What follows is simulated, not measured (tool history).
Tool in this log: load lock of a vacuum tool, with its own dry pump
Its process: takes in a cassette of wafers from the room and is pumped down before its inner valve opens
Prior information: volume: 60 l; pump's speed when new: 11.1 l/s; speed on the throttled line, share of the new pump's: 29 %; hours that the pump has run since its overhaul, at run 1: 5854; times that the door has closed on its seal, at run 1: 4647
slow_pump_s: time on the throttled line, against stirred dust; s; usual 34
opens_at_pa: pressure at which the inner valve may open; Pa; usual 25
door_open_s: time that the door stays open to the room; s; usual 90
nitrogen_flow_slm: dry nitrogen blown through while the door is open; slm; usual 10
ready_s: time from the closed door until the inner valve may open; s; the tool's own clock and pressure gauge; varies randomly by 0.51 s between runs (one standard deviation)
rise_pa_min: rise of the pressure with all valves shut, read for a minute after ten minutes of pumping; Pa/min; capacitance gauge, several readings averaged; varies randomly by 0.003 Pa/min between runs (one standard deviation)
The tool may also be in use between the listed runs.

| run | day | slow_pump_s | opens_at_pa | door_open_s | nitrogen_flow_slm | hours that the pump has run since its overhaul | times that the door has closed on its seal | incoming humidity of the room's air, % | ready_s | rise_pa_min |
|---|---|---|---|---|---|---|---|---|---|---|
| 1 | 0.000 | 34 | 25 | 90 | 10 | 5854 | 4647 | 45.3 | 73.9 | 0.079 |
| 2 | 8.912 | 34 | 25 | 94 | 10 | 6068 | 5515 | 44.2 | 74.4 | 0.089 |
| 3 | 14.371 | 34 | 25 | 90 | 10 | 6199 | 6047 | 40.7 | 74.8 | 0.095 |
| 4 | 23.925 | 34 | 25 | 90 | 10 | 6428 | 6978 | 46.2 | 74.5 | 0.112 |
| 5 | 27.992 | 34 | 25 | 90 | 36 | 6526 | 7374 | 47.1 | 74.9 | 0.097 |
| 6 | 34.412 | 34 | 25 | 90 | 36 | 6680 | 7999 | 45.5 | 75.4 | 0.101 |
| 7 | 42.183 | 34 | 25 | 90 | 36 | 6867 | 8757 | 43.5 | 74.0 | 0.112 |
| 8 | 50.238 | 20 | 25 | 90 | 36 | 7060 | 9541 | 45.3 | 65.8 | 0.135 |
| 9 | 57.300 | 20 | 25 | 90 | 36 | 7229 | 10229 | 44.7 | 65.5 | 0.140 |
| 10 | 62.571 | 20 | 25 | 90 | 36 | 7356 | 10743 | 45.1 | 65.9 | 0.149 |
| 11 | 66.850 | 34 | 25 | 90 | 10 | 7458 | 11159 | 43.4 | 75.6 | 0.175 |
| 12 | 74.192 | 34 | 25 | 90 | 10 | 7635 | 11875 | 41.4 | 75.0 | 0.182 |
| 13 | 83.508 | 34 | 25 | 90 | 10 | 7858 | 12782 | 50.1 | 75.4 | 0.197 |
| 14 | 87.983 | 34 | 25 | 90 | 10 | 7966 | 13218 | 44.8 | 75.6 | 0.212 |
| 15 | 94.000 | 34 | 25 | 90 | 10 | 8110 | 13804 | 45.4 | 76.1 | 0.219 |
| 16 | 99.404 | 34 | 25 | 90 | 11 | 8240 | 14330 | 44.9 | 76.4 | 0.223 |
| 17 | 107.588 | 22 | 25 | 90 | 10 | 8436 | 15128 | 44.2 | 68.9 | 0.235 |
| 18 | 116.721 | 22 | 25 | 38 | 10 | 8655 | 16017 | 51.1 | 68.7 | 0.246 |
| 19 | 121.867 | 22 | 25 | 38 | 10 | 8779 | 16518 | 45.5 | 68.8 | 0.246 |
| 20 | 126.975 | 18 | 25 | 90 | 10 | 8902 | 17016 | 45.1 | 66.5 | 0.270 |
| 21 | 135.250 | 34 | 24 | 177 | 7 | 9100 | 17822 | 41.8 | 76.1 | 0.309 |
| 22 | 139.988 | 64 | 26 | 164 | 6 | 9214 | 18284 | 45.7 | 96.7 | 0.329 |
| 23 | 148.900 | 64 | 26 | 164 | 6 | 9428 | 19152 | 44.0 | 96.3 | 0.351 |
| 24 | 156.396 | 64 | 42 | 43 | 35 | 9608 | 19882 | 48.0 | 93.6 | 0.318 |
| 25 | 164.462 | 64 | 42 | 43 | 35 | 9801 | 20668 | 43.5 | 92.9 | 0.344 |
|  | 170.508 | dry pump taken out, an overhauled one fitted |
| 26 | 170.696 | 22 | 38 | 90 | 10 | 4 | 21250 | 43.6 | 57.7 | 0.374 |
| 27 | 177.296 | 36 | 32 | 30 | 38 | 163 | 21894 | 42.1 | 69.8 | 0.362 |
| 28 | 183.979 | 36 | 32 | 30 | 38 | 323 | 22544 | 44.7 | 69.1 | 0.381 |
| 29 | 187.975 | 21 | 35 | 126 | 9 | 419 | 22934 | 47.0 | 59.2 | 0.423 |
| 30 | 192.412 | 34 | 38 | 134 | 10 | 526 | 23366 | 49.7 | 67.2 | 0.445 |
| 31 | 200.433 | 34 | 29 | 33 | 6 | 718 | 24147 | 47.0 | 69.2 | 0.437 |
| 32 | 206.883 | 34 | 29 | 33 | 6 | 873 | 24776 | 43.5 | 69.3 | 0.458 |
| 33 | 216.058 | 46 | 29 | 33 | 20 | 1093 | 25669 | 47.7 | 78.6 | 0.466 |
| 34 | 225.358 | 46 | 29 | 33 | 20 | 1316 | 26575 | 44.4 | 78.8 | 0.492 |
| 35 | 234.467 | 39 | 29 | 33 | 20 | 1535 | 27462 | 45.3 | 73.8 | 0.521 |
| 36 | 240.958 | 43 | 30 | 82 | 20 | 1691 | 28095 | 43.5 | 75.8 | 0.533 |

Below are 4 alternative next runs, each starting from the tool's condition after run 36. Predict each:
| A | 250.104 | 18 | 26 | 90 | 13 | 1910 | 28986 | 42.9 | ? | ? |
| B | 250.104 | 55 | 39 | 82 | 20 | 1910 | 28986 | 40.7 | ? | ? |
| C | 250.104 | 39 | 39 | 82 | 20 | 1910 | 28986 | 48.3 | ? | ? |
| D | 250.104 | 34 | 25 | 43 | 8 | 1910 | 28986 | 42.9 | ? | ? |

| run | ready_s | rise_pa_min |
|---|---|---|
| A | 60.5 | 0.593 |
| B | 83.0 | 0.577 |
| C | 71.0 | 0.583 |
| D | 70.2 | 0.593 |
What these runs would have given with no unlogged condition in the tool:
| run | ready_s | rise_pa_min |
|---|---|---|
| A | 58.7 | 0.040 |
| B | 81.8 | 0.026 |
| C | 69.5 | 0.036 |
| D | 68.6 | 0.033 |
